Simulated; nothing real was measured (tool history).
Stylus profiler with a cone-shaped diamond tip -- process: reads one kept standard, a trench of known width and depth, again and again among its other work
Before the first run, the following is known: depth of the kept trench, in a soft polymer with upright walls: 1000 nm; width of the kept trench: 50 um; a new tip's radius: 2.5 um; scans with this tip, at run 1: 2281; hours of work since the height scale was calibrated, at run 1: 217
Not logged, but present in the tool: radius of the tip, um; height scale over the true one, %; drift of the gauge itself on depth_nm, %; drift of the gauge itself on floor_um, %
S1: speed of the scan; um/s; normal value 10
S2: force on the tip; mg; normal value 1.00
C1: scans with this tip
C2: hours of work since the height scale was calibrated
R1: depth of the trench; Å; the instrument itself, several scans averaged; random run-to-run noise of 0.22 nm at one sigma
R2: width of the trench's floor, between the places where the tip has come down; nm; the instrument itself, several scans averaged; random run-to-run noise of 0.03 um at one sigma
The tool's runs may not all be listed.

run    hour  S1    S2     C1   C2       R1     R2
  1     0.0  10  1.00   2281  217  10042.9  45670
  2    20.6   2  1.00   2424  230  10042.2  45720
  3    41.9   2  1.00   2570  244  10042.1  45700
  4    66.2   2  1.00   2738  260  10040.6  45680
  5    87.8  10  2.55   2888  274  10079.9  45590
  6   126.4  10  2.55   3154  300  10074.7  45570
  7   167.6  10  2.55   3439  327  10077.6  45520
  8   210.2  10  2.55   3733  355  10075.3  45510
  9   252.2  10  2.55   4023  382  10076.9  45440
 10   287.7   2  1.00   4268  406  10038.3  45470
 11   315.6   2  1.00   4460  424  10038.1  45440
 12   357.6   2  1.00   4751  451  10043.7  45450
 13   380.0   2  1.00   4905  466  10039.2  45400
 14   419.8  10  0.47   5180  492  10018.9  45290
 15   458.6  10  0.47   5448  518  10019.4  45250
 16   485.0  10  0.47   5630  535  10018.1  45200
 17   527.7  10  0.47   5925  563  10020.8  45160
 18   555.8   8  1.00   6119  582  10032.8  45180
 19   583.5  17  1.00   6310  600  10036.3  45110
 20   611.4  17  1.00   6503  618  10034.5  45080
 21   630.1  10  1.00   6632  630  10036.7  45100
 22   652.3  10  1.00   6785  645  10038.3  45050
 23   689.3   5  1.12   7040  669  10037.3  45090
 24   707.7  18  2.68   7168  681  10072.2  45040
 25   733.3  18  2.68   7345  698  10072.4  44990
 26   757.3  32  2.17   7510  714  10060.3  44930
 27   799.2   6  1.00   7799  741  10028.7  44960
 28   836.1  33  0.56   8054  765  10016.1  44700
 29   875.7  33  0.56   8328  791  10016.0  44690
 30   895.0  31  1.00   8461  804  10029.8  44730
 31   920.0  36  1.18   8634  820  10034.2  44780
 32   948.7   6  0.94   8831  839  10029.0  44860
      973.9  -- height scale calibrated on a step standard
 33   974.2  26  2.01   9004    0  10067.6  44850
 34  1002.3  10  0.62   9198   19  10030.7  44770
 35  1022.0   2  0.64   9334   32  10030.7  44820
 36  1041.0   2  0.64   9466   44  10030.0  44840
 37  1082.1  14  0.41   9749   71  10025.0  44680
 38  1117.9   9  0.82   9997   94  10031.9  44710
 39  1157.6  35  1.27  10271  121  10046.1  44570
 40  1179.0  17  0.59  10418  135  10024.3  44610
 41  1201.2  17  0.59  10571  149  10027.8  44580
 42  1224.4   2  1.79  10732  164  10060.7  44660
 43  1247.2   9  2.43  10889  179  10074.4  44620
 44  1288.7  12  2.39  11176  207  10074.5  44620

Branching from run 44: 5 alternative next runs. What would each branch give?
  A  1325.2  19  2.39  11427  230   ?   ?
  B  1325.2  20  0.50  11427  230   ?   ?
  C  1325.2  12  0.46  11427  230   ?   ?
  D  1325.2   5  0.76  11427  230   ?   ?
  E  1325.2   5  1.00  11427  230   ?   ?

run       R1     R2
  A  10075.8  44540
  B  10024.5  44460
  C  10021.2  44510
  D  10035.1  44580
  E  10039.6  44620
Take away the tool's hidden state, keep each run's random variation, and the runs would have read:
run       R1     R2
  A  10080.6  45930
  B  10029.2  45840
  C  10026.0  45890
  D  10039.9  45970
  E  10044.4  46000
